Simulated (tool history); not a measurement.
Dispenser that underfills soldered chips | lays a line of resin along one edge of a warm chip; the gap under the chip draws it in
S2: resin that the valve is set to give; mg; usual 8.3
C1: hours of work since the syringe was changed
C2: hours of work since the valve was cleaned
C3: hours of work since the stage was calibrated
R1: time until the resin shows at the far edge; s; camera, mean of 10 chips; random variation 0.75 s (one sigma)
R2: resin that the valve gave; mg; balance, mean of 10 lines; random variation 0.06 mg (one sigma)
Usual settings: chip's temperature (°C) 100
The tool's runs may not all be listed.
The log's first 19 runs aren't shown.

{"run": 20, "hour": 63.9, "chip's temperature (°C)": 113, "S2": 8.72, "C1": 11, "C2": 55, "C3": 148, "R1": 68.3, "R2": 8.5}
{"hour": 65.1, "done": "new syringe of resin"}
{"run": 21, "hour": 68.4, "chip's temperature (°C)": 100, "S2": 9.44, "C1": 2, "C2": 58, "C3": 151, "R1": 80.5, "R2": 9.14}
{"run": 22, "hour": 73.2, "chip's temperature (°C)": 110, "S2": 9.35, "C1": 6, "C2": 61, "C3": 154, "R1": 60.3, "R2": 9.21}
{"run": 23, "hour": 76.9, "chip's temperature (°C)": 98, "S2": 8.63, "C1": 9, "C2": 64, "C3": 157, "R1": 122, "R2": 8.33}
{"hour": 80.8, "done": "new syringe of resin"}
{"run": 24, "hour": 81.3, "chip's temperature (°C)": 99, "S2": 10.12, "C1": 0, "C2": 67, "C3": 160, "R1": 74.1, "R2": 9.72}
{"run": 25, "hour": 83.6, "chip's temperature (°C)": 99, "S2": 10.12, "C1": 2, "C2": 68, "C3": 162, "R1": 81.5, "R2": 9.79}
{"run": 26, "hour": 87.9, "chip's temperature (°C)": 97, "S2": 7.65, "C1": 5, "C2": 72, "C3": 165, "R1": 107.7, "R2": 7.37}
{"run": 27, "hour": 90.7, "chip's temperature (°C)": 97, "S2": 7.65, "C1": 7, "C2": 74, "C3": 167, "R1": 122, "R2": 7.47}
{"run": 28, "hour": 95.6, "chip's temperature (°C)": 114, "S2": 9.45, "C1": 11, "C2": 77, "C3": 170, "R1": 65.3, "R2": 9.12}
{"hour": 96.3, "done": "new syringe of resin"}
{"run": 29, "hour": 99.1, "chip's temperature (°C)": 102, "S2": 9.9, "C1": 2, "C2": 79, "C3": 172, "R1": 70.4, "R2": 9.54}
{"run": 30, "hour": 101.4, "chip's temperature (°C)": 87, "S2": 8.01, "C1": 4, "C2": 81, "C3": 174, "R1": 161.1, "R2": 7.6}
{"run": 31, "hour": 106.3, "chip's temperature (°C)": 87, "S2": 8.01, "C1": 7, "C2": 85, "C3": 178, "R1": 192.9, "R2": 7.76}
{"run": 32, "hour": 110.7, "chip's temperature (°C)": 87, "S2": 7.12, "C1": 10, "C2": 88, "C3": 181, "R1": 242.6, "R2": 6.74}
{"hour": 112.0, "done": "new syringe of resin"}
{"run": 33, "hour": 115.4, "chip's temperature (°C)": 109, "S2": 7.57, "C1": 2, "C2": 91, "C3": 184, "R1": 54.6, "R2": 7.27}
{"run": 34, "hour": 117.6, "chip's temperature (°C)": 104, "S2": 7.93, "C1": 4, "C2": 93, "C3": 186, "R1": 76, "R2": 7.6}
{"run": 35, "hour": 122.4, "chip's temperature (°C)": 104, "S2": 7.93, "C1": 7, "C2": 96, "C3": 189, "R1": 90.4, "R2": 7.58}
{"run": 36, "hour": 125.9, "chip's temperature (°C)": 94, "S2": 9.55, "C1": 10, "C2": 99, "C3": 192, "R1": 160.5, "R2": 9.05}
{"hour": 127.6, "done": "new syringe of resin"}
{"run": 37, "hour": 128.9, "chip's temperature (°C)": 101, "S2": 10.66, "C1": 1, "C2": 101, "C3": 194, "R1": 71.7, "R2": 10.12}
{"run": 38, "hour": 133.2, "chip's temperature (°C)": 96, "S2": 8.3, "C1": 4, "C2": 104, "C3": 197, "R1": 110.5, "R2": 8.01}

Forecast each of these 3 alternatives for the next run:
{"run": "A", "hour": 138.3, "chip's temperature (°C)": 110, "S2": 9.75, "C1": 8, "C2": 107, "C3": 200, "R1": "?", "R2": "?"}
{"run": "B", "hour": 138.3, "chip's temperature (°C)": 91, "S2": 8.3, "C1": 8, "C2": 107, "C3": 200, "R1": "?", "R2": "?"}
{"run": "C", "hour": 138.3, "chip's temperature (°C)": 100, "S2": 8.96, "C1": 8, "C2": 107, "C3": 200, "R1": "?", "R2": "?"}

run=A R1=68.3 R2=9.17
run=B R1=171.1 R2=7.9
run=C R1=108.6 R2=8.62
Without the tool's hidden state the same runs would have given:
run=A R1=43.6 R2=9.7
run=B R1=108.2 R2=8.36
run=C R1=69 R2=9.11
